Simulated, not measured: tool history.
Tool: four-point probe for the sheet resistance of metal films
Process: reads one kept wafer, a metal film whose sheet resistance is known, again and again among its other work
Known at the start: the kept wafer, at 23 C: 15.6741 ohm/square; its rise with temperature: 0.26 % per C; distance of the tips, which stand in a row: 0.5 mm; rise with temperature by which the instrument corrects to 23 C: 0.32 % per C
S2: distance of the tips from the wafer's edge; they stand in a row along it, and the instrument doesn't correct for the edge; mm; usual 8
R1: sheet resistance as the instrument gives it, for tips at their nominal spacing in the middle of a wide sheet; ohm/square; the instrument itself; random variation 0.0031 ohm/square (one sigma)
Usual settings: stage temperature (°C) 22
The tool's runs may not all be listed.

{"run": 1, "day": 0.0, "stage temperature (°C)": 22, "S2": 8, "R1": 15.716632}
{"run": 2, "day": 0.704, "stage temperature (°C)": 22, "S2": 8, "R1": 15.720444}
{"run": 3, "day": 1.208, "stage temperature (°C)": 22, "S2": 8, "R1": 15.719358}
{"run": 4, "day": 1.725, "stage temperature (°C)": 22, "S2": 3, "R1": 15.916419}
{"run": 5, "day": 2.383, "stage temperature (°C)": 22, "S2": 3, "R1": 15.914336}
{"run": 6, "day": 2.954, "stage temperature (°C)": 26, "S2": 3, "R1": 15.883258}
{"run": 7, "day": 3.729, "stage temperature (°C)": 22, "S2": 4, "R1": 15.814922}
{"run": 8, "day": 4.442, "stage temperature (°C)": 22, "S2": 4, "R1": 15.811774}
{"run": 9, "day": 5.025, "stage temperature (°C)": 22, "S2": 4, "R1": 15.816435}
{"run": 10, "day": 5.608, "stage temperature (°C)": 22, "S2": 8, "R1": 15.720967}
{"run": 11, "day": 6.275, "stage temperature (°C)": 22, "S2": 8, "R1": 15.719314}
{"run": 12, "day": 7.104, "stage temperature (°C)": 22, "S2": 8, "R1": 15.727778}
{"run": 13, "day": 7.546, "stage temperature (°C)": 22, "S2": 8, "R1": 15.723839}
{"run": 14, "day": 7.929, "stage temperature (°C)": 26, "S2": 8, "R1": 15.696062}
{"run": 15, "day": 8.792, "stage temperature (°C)": 26, "S2": 8, "R1": 15.690977}
{"run": 16, "day": 9.592, "stage temperature (°C)": 26, "S2": 8, "R1": 15.693466}
{"run": 17, "day": 9.954, "stage temperature (°C)": 26, "S2": 8, "R1": 15.692793}
{"run": 18, "day": 10.338, "stage temperature (°C)": 26, "S2": 8, "R1": 15.691966}
{"run": 19, "day": 11.029, "stage temperature (°C)": 22, "S2": 8, "R1": 15.73373}
{"run": 20, "day": 11.438, "stage temperature (°C)": 22, "S2": 8, "R1": 15.728412}
{"run": 21, "day": 12.25, "stage temperature (°C)": 22, "S2": 8, "R1": 15.735631}
{"run": 22, "day": 12.8, "stage temperature (°C)": 22, "S2": 4, "R1": 15.835855}
{"run": 23, "day": 13.317, "stage temperature (°C)": 22, "S2": 61, "R1": 15.709513}
{"run": 24, "day": 13.688, "stage temperature (°C)": 22, "S2": 61, "R1": 15.703536}
{"run": 25, "day": 14.412, "stage temperature (°C)": 22, "S2": 61, "R1": 15.702275}
{"run": 26, "day": 14.954, "stage temperature (°C)": 20, "S2": 72, "R1": 15.726885}
{"run": 27, "day": 15.429, "stage temperature (°C)": 31, "S2": 22, "R1": 15.632379}
{"run": 28, "day": 15.992, "stage temperature (°C)": 31, "S2": 48, "R1": 15.636148}
{"run": 29, "day": 16.408, "stage temperature (°C)": 22, "S2": 33, "R1": 15.700307}
{"run": 30, "day": 16.842, "stage temperature (°C)": 34, "S2": 5, "R1": 15.689775}
{"run": 31, "day": 17.475, "stage temperature (°C)": 25, "S2": 5, "R1": 15.768093}
{"run": 32, "day": 18.204, "stage temperature (°C)": 34, "S2": 27, "R1": 15.618576}
{"run": 33, "day": 18.979, "stage temperature (°C)": 29, "S2": 6, "R1": 15.708485}
{"run": 34, "day": 19.454, "stage temperature (°C)": 29, "S2": 6, "R1": 15.711432}
{"run": 35, "day": 19.825, "stage temperature (°C)": 29, "S2": 6, "R1": 15.709417}
{"run": 36, "day": 20.396, "stage temperature (°C)": 29, "S2": 6, "R1": 15.709677}
{"run": 37, "day": 21.092, "stage temperature (°C)": 20, "S2": 50, "R1": 15.726551}
{"run": 38, "day": 21.958, "stage temperature (°C)": 20, "S2": 50, "R1": 15.729665}
{"run": 39, "day": 22.583, "stage temperature (°C)": 20, "S2": 32, "R1": 15.734615}
{"run": 40, "day": 23.275, "stage temperature (°C)": 24, "S2": 3, "R1": 15.934095}
{"run": 41, "day": 23.738, "stage temperature (°C)": 31, "S2": 24, "R1": 15.651419}
{"run": 42, "day": 24.304, "stage temperature (°C)": 31, "S2": 24, "R1": 15.654557}
{"run": 43, "day": 24.888, "stage temperature (°C)": 32, "S2": 6, "R1": 15.695982}

3 ways to go on from here, each from the tool as it stands after run 43. What would each give?
{"run": "A", "day": 25.754, "stage temperature (°C)": 22, "S2": 3, "R1": "?"}
{"run": "B", "day": 25.754, "stage temperature (°C)": 23, "S2": 24, "R1": "?"}
{"run": "C", "day": 25.754, "stage temperature (°C)": 22, "S2": 6, "R1": "?"}

run=A R1=15.954056
run=B R1=15.713796
run=C R1=15.77802
Without the tool's hidden state the same runs would have given:
run=A R1=15.91453
run=B R1=15.674796
run=C R1=15.738891

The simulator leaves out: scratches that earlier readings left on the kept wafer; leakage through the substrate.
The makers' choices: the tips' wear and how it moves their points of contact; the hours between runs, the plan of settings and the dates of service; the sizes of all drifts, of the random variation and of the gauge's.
